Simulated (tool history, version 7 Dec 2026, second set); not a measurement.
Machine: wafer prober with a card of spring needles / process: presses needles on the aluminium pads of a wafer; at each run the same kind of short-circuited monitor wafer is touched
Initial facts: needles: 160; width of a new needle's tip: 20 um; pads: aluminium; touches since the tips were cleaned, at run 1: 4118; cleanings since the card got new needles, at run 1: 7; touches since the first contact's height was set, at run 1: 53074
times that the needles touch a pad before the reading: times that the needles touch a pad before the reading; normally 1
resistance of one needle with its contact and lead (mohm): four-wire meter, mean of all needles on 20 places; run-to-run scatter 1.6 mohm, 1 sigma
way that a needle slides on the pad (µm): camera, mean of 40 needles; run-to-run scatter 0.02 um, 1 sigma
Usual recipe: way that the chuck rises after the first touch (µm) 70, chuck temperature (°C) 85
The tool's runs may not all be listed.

| run | hour | way that the chuck rises after the first touch (µm) | chuck temperature (°C) | times that the needles touch a pad before the reading | touches since the tips were cleaned | cleanings since the card got new needles | touches since the first contact's height was set | resistance of one needle with its contact and lead (mohm) | way that a needle slides on the pad (µm) |
|---|---|---|---|---|---|---|---|---|---|
| 1 | 0.0 | 70 | 85 | 1 | 4118 | 7 | 53074 | 158 | 9.34 |
| 2 | 12.4 | 70 | 85 | 1 | 6523 | 7 | 55479 | 158 | 9.31 |
|  | 14.0 | tips cleaned on abrasive film |
| 3 | 34.2 | 70 | 85 | 1 | 3922 | 8 | 59689 | 157 | 9.26 |
|  | 49.1 | tips cleaned on abrasive film |
| 4 | 49.1 | 70 | 85 | 1 | 0 | 9 | 62551 | 157 | 9.32 |
| 5 | 62.4 | 70 | 85 | 1 | 2584 | 9 | 65135 | 158 | 9.33 |
| 6 | 74.8 | 70 | 85 | 1 | 4986 | 9 | 67537 | 157 | 9.32 |
|  | 84.1 | tips cleaned on abrasive film |
| 7 | 84.1 | 70 | 85 | 1 | 0 | 10 | 69320 | 158 | 9.29 |
| 8 | 102.3 | 56 | 85 | 1 | 3510 | 10 | 72830 | 165 | 7.48 |
| 9 | 116.6 | 70 | 85 | 1 | 6291 | 10 | 75611 | 161 | 9.33 |
|  | 119.2 | tips cleaned on abrasive film |
| 10 | 135.8 | 57 | 30 | 3 | 3215 | 11 | 79316 | 152 | 7.60 |
|  | 154.3 | tips cleaned on abrasive film |
| 11 | 157.1 | 66 | 30 | 1 | 542 | 12 | 83422 | 150 | 8.84 |
| 12 | 175.9 | 78 | 27 | 1 | 4187 | 12 | 87067 | 145 | 10.46 |
|  | 188.7 | tips cleaned on abrasive film |
| 13 | 188.7 | 79 | 41 | 2 | 0 | 13 | 89528 | 147 | 10.60 |
| 14 | 205.5 | 79 | 57 | 2 | 3257 | 13 | 92785 | 149 | 10.59 |
| 15 | 215.4 | 61 | 85 | 1 | 5172 | 13 | 94700 | 160 | 8.19 |
|  | 223.7 | tips cleaned on abrasive film |
| 16 | 233.3 | 70 | 65 | 3 | 1864 | 14 | 98151 | 154 | 9.43 |
|  | 241.6 | gauge calibrated |
| 17 | 249.9 | 77 | 41 | 2 | 5081 | 14 | 101368 | 148 | 10.20 |
|  | 259.3 | tips cleaned on abrasive film |
| 18 | 262.0 | 65 | 106 | 3 | 524 | 15 | 103681 | 164 | 8.64 |

What differs in the tool's unlogged condition from the final listed run ahead of each entry between runs to the first listed run following it?
Logged between run 2 and run 3: tips cleaned on abrasive film (hour 14.0)
  debris on the tips, nm: 0.6 -> 0.5; drift of the gauge itself on scrub_um, %: 0.07 -> 0.19
  the result without the hidden state subtracted from the measured one, way that a needle slides on the pad (µm): +0.01 -> +0.02
Logged between run 3 and run 4: tips cleaned on abrasive film (hour 49.1)
  debris on the tips, nm: 0.5 -> 0; drift of the gauge itself on scrub_um, %: 0.19 -> 0.28
  the result without the hidden state subtracted from the measured one, way that a needle slides on the pad (µm): +0.02 -> +0.02
Logged between run 6 and run 7: tips cleaned on abrasive film (hour 84.1)
  debris on the tips, nm: 0.5 -> 0; drift of the gauge itself on scrub_um, %: 0.42 -> 0.48
  the result without the hidden state subtracted from the measured one, way that a needle slides on the pad (µm): +0.04 -> +0.04
Logged between run 9 and run 10: tips cleaned on abrasive film (hour 119.2)
  debris on the tips, nm: 0.6 -> 0.4; drift of the gauge itself on scrub_um, %: 0.66 -> 0.77
  the result without the hidden state subtracted from the measured one, way that a needle slides on the pad (µm): +0.06 -> +0.06
Logged between run 10 and run 11: tips cleaned on abrasive film (hour 154.3)
  debris on the tips, nm: 0.4 -> 0.1; drift of the gauge itself on scrub_um, %: 0.77 -> 0.89
  the result without the hidden state subtracted from the measured one, way that a needle slides on the pad (µm): +0.06 -> +0.08
Logged between run 12 and run 13: tips cleaned on abrasive film (hour 188.7)
  debris on the tips, nm: 0.5 -> 0.1; way that the needles fall short of the set height, um: 0 -> 0.01; drift of the gauge itself on scrub_um, %: 0.99 -> 1.07
  the result without the hidden state subtracted from the measured one, way that a needle slides on the pad (µm): +0.10 -> +0.12
Logged between run 15 and run 16: tips cleaned on abrasive film (hour 223.7)
  debris on the tips, nm: 0.5 -> 0.3; drift of the gauge itself on scrub_um, %: 1.22 -> 1.32
  the result without the hidden state subtracted from the measured one, way that a needle slides on the pad (µm): +0.10 -> +0.13
Logged between run 16 and run 17: gauge calibrated (hour 241.6)
  debris on the tips, nm: 0.3 -> 0.5; drift of the gauge itself on scrub_um, %: 1.32 -> 0.05
  the result without the hidden state subtracted from the measured one, way that a needle slides on the pad (µm): +0.13 -> +0.00
Logged between run 17 and run 18: tips cleaned on abrasive film (hour 259.3)
  debris on the tips, nm: 0.5 -> 0.1; drift of the gauge itself on scrub_um, %: 0.05 -> 0.11
  the result without the hidden state subtracted from the measured one, way that a needle slides on the pad (µm): +0.00 -> +0.01

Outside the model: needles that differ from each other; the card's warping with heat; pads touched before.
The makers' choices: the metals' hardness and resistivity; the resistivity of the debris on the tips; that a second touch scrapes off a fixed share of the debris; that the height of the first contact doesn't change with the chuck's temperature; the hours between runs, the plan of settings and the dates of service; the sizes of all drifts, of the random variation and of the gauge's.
